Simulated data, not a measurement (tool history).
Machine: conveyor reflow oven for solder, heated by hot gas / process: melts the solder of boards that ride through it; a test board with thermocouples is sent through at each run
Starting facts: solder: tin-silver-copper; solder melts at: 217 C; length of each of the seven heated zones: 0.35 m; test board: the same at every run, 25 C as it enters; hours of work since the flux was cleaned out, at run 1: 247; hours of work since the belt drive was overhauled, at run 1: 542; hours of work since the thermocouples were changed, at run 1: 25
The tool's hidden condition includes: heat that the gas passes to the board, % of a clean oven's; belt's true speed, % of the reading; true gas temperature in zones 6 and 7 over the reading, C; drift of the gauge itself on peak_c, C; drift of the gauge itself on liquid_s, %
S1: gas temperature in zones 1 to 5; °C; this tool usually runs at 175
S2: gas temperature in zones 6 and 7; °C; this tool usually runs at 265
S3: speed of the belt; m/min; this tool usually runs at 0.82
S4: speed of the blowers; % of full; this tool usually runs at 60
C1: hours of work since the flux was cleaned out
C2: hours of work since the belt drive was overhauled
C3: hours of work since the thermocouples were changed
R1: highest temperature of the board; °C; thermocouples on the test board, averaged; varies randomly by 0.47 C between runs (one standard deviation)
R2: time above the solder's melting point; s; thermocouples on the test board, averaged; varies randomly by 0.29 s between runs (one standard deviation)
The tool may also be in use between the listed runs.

run	day	S1	S2	S3	S4	C1	C2	C3	R1	R2
1	0	175	265	0.82	60	247	542	25	247.6	35.5
2	0.946	175	265	0.82	60	262	557	40	247.3	36.3
3	1.733	175	265	0.82	60	274	569	52	247.2	36
4	2.508	175	265	0.82	60	286	581	64	246.7	35.5
5	3.425	175	265	0.82	60	301	596	78	247.4	35.2
6	4.475	175	265	0.82	60	317	612	95	247.6	35.7
7	4.933	175	265	0.82	60	324	619	102	246.1	35.3
8	5.617	175	265	0.82	60	335	630	113	245.8	35.1
9	6.333	175	265	0.82	60	346	641	124	246.8	35.2
10	7.346	175	258	0.82	60	362	657	140	240.9	31.1
11	8.208	175	258	0.82	60	375	671	153	241	31.5
12	9.258	175	258	0.82	60	392	687	170	240	31.1
13	10.238	175	258	0.82	60	407	702	185	240.8	31.2
14	10.904	175	258	0.82	60	418	713	196	240.6	31.8
15	11.608	175	258	0.82	60	429	724	207	239.4	31.2
16	12.642	175	258	0.82	60	445	740	223	239.7	31.3
17	13.321	175	264	0.82	60	455	751	233	245.3	34.6
18	14.288	187	278	0.82	68	471	766	249	260.6	45.3
19	14.754	163	278	0.82	68	478	773	256	256.9	38.1
20	15.333	180	265	0.82	66	487	782	265	248.8	38
# day 15.975: flux residue cleaned out of gas plates and filters
21	16.267	183	265	0.82	68	5	793	276	250.9	40.9
22	17.062	183	265	0.82	68	17	806	289	250.8	40.9
23	17.571	175	277	0.823	60	25	814	297	258.1	41
24	18.275	175	277	0.823	60	36	825	308	258.1	41
25	18.992	187	277	0.823	60	47	836	319	259.6	45.5
26	19.921	169	278	0.797	66	62	851	334	260.1	41.9
27	20.95	190	273	0.8	78	78	867	350	261.2	47.8
28	21.496	190	273	0.736	67	86	875	358	262	52.5
29	22.162	163	267	0.736	57	97	886	369	249.1	38.7
30	23.154	163	267	0.736	57	112	901	384	248.9	39.1
31	24.021	189	271	0.748	69	126	915	398	259.1	50.5

Below are 3 alternative next runs, each starting from the tool's condition after run 31. Predict each:
A	24.488	175	265	0.74	76	133	922	405	?	?
B	24.488	189	279	0.909	69	133	922	405	?	?
C	24.488	189	256	0.748	69	133	922	405	?	?

run	R1	R2
A	252.6	45.1
B	261.2	41.3
C	245.6	44.8
With no hidden state in the tool, these same runs would have given:
run	R1	R2
A	254.4	45.6
B	263	41.5
C	247.3	45.3

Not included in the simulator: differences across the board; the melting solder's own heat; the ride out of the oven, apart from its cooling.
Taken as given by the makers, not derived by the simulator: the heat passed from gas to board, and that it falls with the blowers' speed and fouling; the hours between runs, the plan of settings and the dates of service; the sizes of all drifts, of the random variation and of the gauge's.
